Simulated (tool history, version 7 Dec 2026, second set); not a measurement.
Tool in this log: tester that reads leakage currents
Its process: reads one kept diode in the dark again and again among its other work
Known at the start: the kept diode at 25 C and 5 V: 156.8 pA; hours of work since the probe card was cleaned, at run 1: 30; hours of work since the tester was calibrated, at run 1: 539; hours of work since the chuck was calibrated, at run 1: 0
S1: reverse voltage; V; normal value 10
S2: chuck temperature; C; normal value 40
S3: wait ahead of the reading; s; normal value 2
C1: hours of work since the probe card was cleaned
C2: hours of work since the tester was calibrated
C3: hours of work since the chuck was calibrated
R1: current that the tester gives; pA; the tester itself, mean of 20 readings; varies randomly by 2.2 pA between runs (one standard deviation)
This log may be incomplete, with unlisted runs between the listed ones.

| run | day | S1 | S2 | S3 | C1 | C2 | C3 | R1 |
|---|---|---|---|---|---|---|---|---|
| 1 | 0 | 10 | 40 | 2 | 30 | 539 | 0 | 738.32 |
| 2 | 3.912 | 10 | 24 | 2 | 97 | 606 | 67 | 196 |
| 3 | 11.896 | 10 | 24 | 2 | 233 | 743 | 203 | 206.13 |
| 4 | 16.846 | 10 | 24 | 2 | 318 | 827 | 288 | 211.82 |
| 5 | 26.029 | 11.1 | 24 | 2 | 475 | 984 | 445 | 233.67 |
|  | 29.967 | chuck's temperature calibrated |
| 6 | 29.967 | 10 | 40 | 2 | 541 | 1050 | 0 | 741.55 |
| 7 | 37.054 | 10 | 40 | 2 | 662 | 1172 | 121 | 768.73 |
| 8 | 41.658 | 10 | 40 | 2 | 741 | 1250 | 200 | 787.03 |
| 9 | 48.833 | 10 | 40 | 4.45 | 863 | 1373 | 323 | 818.22 |
| 10 | 54.571 | 13.8 | 40 | 4.52 | 962 | 1471 | 421 | 959.07 |
|  | 59.917 | chuck's temperature calibrated |
| 11 | 60.342 | 13.8 | 25 | 4.52 | 1059 | 1568 | 7 | 249.71 |

Some steps in R1, run to run, broken into two amounts with sign: the step expected even without the hidden condition (settings, incoming material, random variation), and the rest, left for the hidden condition together with whatever gauge scatter is not in both the measured and the hidden-condition-free result:
Unlogged tool condition in this case: stray current of the dirty probe card, pA a volt; current scale over the true one, %; true chuck temperature over the reading, C; drift of the gauge itself on leakage_pa, %.
Run 10 -> 11: S2 40 -> 25, chuck's temperature calibrated. R1 -709.36 pA: hidden state -112.86, all else -596.5.
